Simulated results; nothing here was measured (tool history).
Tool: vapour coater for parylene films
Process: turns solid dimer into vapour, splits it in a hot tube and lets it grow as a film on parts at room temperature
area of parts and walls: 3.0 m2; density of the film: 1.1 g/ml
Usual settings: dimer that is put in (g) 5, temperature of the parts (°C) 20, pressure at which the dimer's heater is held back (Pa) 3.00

run,hour,dimer that is put in (g),temperature of the parts (°C),pressure at which the dimer's heater is held back (Pa),thickness of the film (µm)
1,0.0,5,20,3.00,0.97
2,15.2,5,20,3.00,0.95
3,26.3,5,20,3.00,0.96
4,33.9,5,20,3.00,0.96
5,40.7,5,20,2.88,0.97
# hour 42.8: table's thermometer calibrated
# hour 49.7: trap's valve overhauled
6,51.9,5,20,2.88,1.06
7,59.0,5,20,2.88,1.05
8,69.4,5,20,2.88,1.04
9,80.8,5,20,6.40,0.88
# hour 89.3: table's thermometer calibrated, once more
10,97.0,4,13,7.76,0.95
11,104.5,3,20,4.49,0.59
12,115.1,3,13,3.81,0.80
13,124.1,5,13,4.71,1.31
14,135.0,3,13,5.11,0.77
15,144.0,3,13,5.11,0.78

Forecast each of these 3 alternatives for the next run:
A,154.4,5,28,3.99,?
B,154.4,5,32,2.68,?
C,154.4,3,23,7.19,?

run,thickness of the film (µm)
A,0.66
B,0.63
C,0.46
Without the tool's hidden state the same runs would have given:
run,thickness of the film (µm)
A,0.68
B,0.64
C,0.48
